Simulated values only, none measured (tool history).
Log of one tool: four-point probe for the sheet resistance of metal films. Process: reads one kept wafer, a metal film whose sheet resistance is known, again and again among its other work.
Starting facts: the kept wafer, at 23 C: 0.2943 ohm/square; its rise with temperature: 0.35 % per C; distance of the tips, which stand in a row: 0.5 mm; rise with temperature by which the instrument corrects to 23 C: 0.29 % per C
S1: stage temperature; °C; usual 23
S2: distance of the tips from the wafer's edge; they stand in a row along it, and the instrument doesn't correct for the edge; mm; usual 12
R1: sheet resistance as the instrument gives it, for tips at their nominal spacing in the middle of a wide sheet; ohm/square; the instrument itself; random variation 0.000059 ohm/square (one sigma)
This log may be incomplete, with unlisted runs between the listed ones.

Run 1, day 0: usual settings. Result: R1 0.293524 ohm/square.
Run 2, day 0.429: usual settings but S1 19 °C. Result: R1 0.293003 ohm/square.
Run 3, day 0.904: usual settings but S2 44 mm. Result: R1 0.293335 ohm/square.
Run 4, day 1.538: usual settings but S1 22 °C. Result: R1 0.293326 ohm/square.
Run 5, day 2.033: usual settings but S1 18 °C. Result: R1 0.292774 ohm/square.
Run 6, day 2.425: usual settings but S1 18 °C. Result: R1 0.292743 ohm/square.
Run 7, day 3.05: usual settings but S1 18 °C, S2 9 mm. Result: R1 0.292924 ohm/square.
Run 8, day 3.525: usual settings but S1 18 °C, S2 20 mm. Result: R1 0.292537 ohm/square.
Run 9, day 3.879: usual settings but S1 18 °C, S2 20 mm. Result: R1 0.292594 ohm/square.
Run 10, day 4.483: usual settings but S1 18 °C, S2 20 mm. Result: R1 0.292613 ohm/square.
Run 11, day 4.896: usual settings. Result: R1 0.293666 ohm/square.
Run 12, day 5.517: usual settings but S1 20 °C. Result: R1 0.29317 ohm/square.
Run 13, day 5.967: usual settings but S1 20 °C. Result: R1 0.293074 ohm/square.
Run 14, day 6.446: usual settings but S1 20 °C. Result: R1 0.293087 ohm/square.
Run 15, day 6.733: usual settings but S1 20 °C. Result: R1 0.293071 ohm/square.
Run 16, day 7.15: usual settings but S1 20 °C. Result: R1 0.293097 ohm/square.
Run 17, day 7.429: usual settings but S1 20 °C. Result: R1 0.293174 ohm/square.
At day 7.5: stage's thermometer calibrated.
Run 18, day 8.062: usual settings but S1 31 °C, S2 61 mm. Result: R1 0.294797 ohm/square.
Run 19, day 8.338: usual settings but S1 18 °C, S2 46 mm. Result: R1 0.292615 ohm/square.
Run 20, day 8.867: usual settings but S1 18 °C, S2 46 mm. Result: R1 0.292432 ohm/square.
Run 21, day 9.154: usual settings but S1 18 °C, S2 46 mm. Result: R1 0.292432 ohm/square.
Run 22, day 9.483: usual settings but S1 18 °C, S2 46 mm. Result: R1 0.292458 ohm/square.
Run 23, day 10.004: usual settings but S1 25 °C. Result: R1 0.294057 ohm/square.
Run 24, day 10.642: usual settings but S1 29 °C, S2 43 mm. Result: R1 0.294469 ohm/square.
At day 10.825: stage's thermometer calibrated, once more.
Run 25, day 11.058: usual settings but S1 29 °C. Result: R1 0.294938 ohm/square.
Run 26, day 11.596: usual settings but S1 29 °C. Result: R1 0.29483 ohm/square.
Run 27, day 12.221: usual settings but S1 28 °C. Result: R1 0.294643 ohm/square.
Run 28, day 12.629: usual settings but S2 5 mm. Result: R1 0.29499 ohm/square.
Run 29, day 12.975: usual settings but S1 28 °C, S2 5 mm. Result: R1 0.295962 ohm/square.
Run 30, day 13.304: usual settings but S1 31 °C, S2 8 mm. Result: R1 0.295523 ohm/square.
Run 31, day 13.825: usual settings but S1 21 °C, S2 5 mm. Result: R1 0.294689 ohm/square.

Forecast each of these 3 alternatives for the next run:
Run A, day 14.371: usual settings but S1 31 °C, S2 27 mm. Result: R1 ?.
Run B, day 14.371: usual settings but S1 26 °C, S2 50 mm. Result: R1 ?.
Run C, day 14.371: usual settings but S1 26 °C, S2 70 mm. Result: R1 ?.

run        R1
  A   0.29502
  B   0.29398
  C  0.294074
The same runs, with their run-to-run variation unchanged, on a tool lacking any hidden condition would have given:
run        R1
  A  0.295827
  B  0.294785
  C  0.294878

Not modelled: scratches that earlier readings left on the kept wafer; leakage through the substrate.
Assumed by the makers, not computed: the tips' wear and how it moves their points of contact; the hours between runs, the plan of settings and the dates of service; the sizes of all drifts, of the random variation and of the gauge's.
